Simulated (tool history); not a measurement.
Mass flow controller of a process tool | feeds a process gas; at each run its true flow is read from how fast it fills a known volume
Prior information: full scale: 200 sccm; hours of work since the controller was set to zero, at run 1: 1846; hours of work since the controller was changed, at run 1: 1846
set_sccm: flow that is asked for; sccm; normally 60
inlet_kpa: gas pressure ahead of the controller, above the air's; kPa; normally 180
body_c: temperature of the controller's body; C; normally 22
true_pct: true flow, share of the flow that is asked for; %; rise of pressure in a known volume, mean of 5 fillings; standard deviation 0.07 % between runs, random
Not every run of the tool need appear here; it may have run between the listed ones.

run,hour,set_sccm,inlet_kpa,body_c,hours of work since the controller was set to zero,hours of work since the controller was changed,true_pct
1,0,60,180,22,1846,1846,97.96
2,94.7,60,180,22,1896,1896,98.04
3,146.1,60,180,27,1922,1922,97.75
4,204.9,60,180,27,1953,1953,97.92
5,316.5,60,180,27,2012,2012,97.9
6,415.1,60,180,27,2063,2063,98.15
7,483.7,60,180,27,2099,2099,97.87
8,587.1,101,180,22,2154,2154,99.09
9,671.9,60,180,22,2198,2198,98.4
10,787.5,60,180,29,2259,2259,98.05
11,896.6,60,180,29,2316,2316,98.11
12,998.8,45,279,31,2369,2369,97.33
13,1113.4,45,279,31,2429,2429,97.22
14,1203.4,45,279,31,2476,2476,97.39
15,1313,45,279,31,2534,2534,97.49
16,1390.3,63,255,25,2574,2574,98.45
17,1486.3,45,213,37,2625,2625,97.53
18,1542.5,200,266,37,2654,2654,99.82
19,1614.5,200,266,37,2692,2692,99.88

Branching from run 19: 5 alternative next runs. What would each branch give?
A,1733.5,60,148,23,2754,2754,?
B,1733.5,35,150,34,2754,2754,?
C,1733.5,22,266,37,2754,2754,?
D,1733.5,22,210,22,2754,2754,?
E,1733.5,36,266,37,2754,2754,?

run,true_pct
A,99.25
B,98.1
C,97.03
D,98.38
E,97.37
Stripped of hidden state, with their random variation kept, the same runs would have yielded:
run,true_pct
A,98.15
B,97
C,95.93
D,97.27
E,96.27
